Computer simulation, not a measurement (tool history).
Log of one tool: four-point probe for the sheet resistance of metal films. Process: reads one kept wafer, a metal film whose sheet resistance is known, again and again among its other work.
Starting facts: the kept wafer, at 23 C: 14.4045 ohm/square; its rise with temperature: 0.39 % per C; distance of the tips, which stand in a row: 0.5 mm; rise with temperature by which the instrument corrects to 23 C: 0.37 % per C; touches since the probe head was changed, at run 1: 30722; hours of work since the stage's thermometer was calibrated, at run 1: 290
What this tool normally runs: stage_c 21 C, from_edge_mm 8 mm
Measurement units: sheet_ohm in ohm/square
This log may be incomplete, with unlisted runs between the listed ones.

run,hour,stage_c,from_edge_mm,touches since the probe head was changed,hours of work since the stage's thermometer was calibrated,sheet_ohm
1,0.0,21,8,30722,290,14.435502
2,18.3,21,8,31185,300,14.424199
3,34.0,21,8,31583,308,14.427866
4,54.8,21,8,32108,319,14.427559
5,71.0,21,8,32517,327,14.436136
6,93.3,21,8,33082,339,14.433512
7,109.8,21,8,33499,347,14.430252
8,127.5,21,8,33946,357,14.430606
9,138.1,21,8,34213,362,14.430882
10,157.4,21,8,34702,372,14.430572
11,177.6,21,8,35211,382,14.432216
12,199.2,21,8,35759,394,14.430610
13,220.8,21,8,36304,405,14.434190
14,240.9,21,8,36812,415,14.429451
15,261.9,21,8,37343,426,14.425669
16,275.0,21,8,37674,433,14.429316
17,291.3,21,8,38087,442,14.432847
18,309.0,21,8,38535,451,14.430865
19,325.2,21,8,38944,459,14.433638
20,344.0,21,8,39421,469,14.433879
21,363.6,21,8,39914,479,14.431500
22,385.3,21,8,40465,490,14.424203
23,406.8,21,8,41007,501,14.425901
24,417.0,21,8,41265,507,14.433820
25,437.5,22,8,41784,517,14.432147
26,457.6,28,17,42291,528,14.424588
27,468.6,28,17,42569,534,14.422884
28,484.6,21,28,42975,542,14.405081
29,506.5,21,28,43527,553,14.407047
30,520.6,21,11,43885,561,14.420689
31,532.3,21,11,44182,567,14.419346
32,548.7,21,73,44595,575,14.402874
33,561.6,20,8,44921,582,14.423524
34,577.0,23,37,45309,590,14.401251
35,590.7,29,3,45657,597,14.630105
36,612.7,21,12,46214,608,14.413890
37,624.7,33,5,46516,615,14.501502
38,641.1,24,4,46931,623,14.528253
39,659.4,21,40,47394,633,14.400216
40,672.1,21,40,47714,639,14.399416
41,691.5,21,40,48206,649,14.402629
42,711.0,21,40,48699,659,14.397609
43,726.1,21,40,49080,667,14.401741
44,739.8,21,40,49427,674,14.404242
45,750.1,23,70,49688,680,14.405584

What if the next run were any one of these 3? Each begins from the tool's condition after run 45:
A,770.7,34,28,50209,690,?
B,770.7,25,72,50209,690,?
C,770.7,19,58,50209,690,?

run,sheet_ohm
A,14.429203
B,14.408561
C,14.394228
Without the tool's unlogged condition, the same runs would have read:
run,sheet_ohm
A,14.428701
B,14.408053
C,14.393717
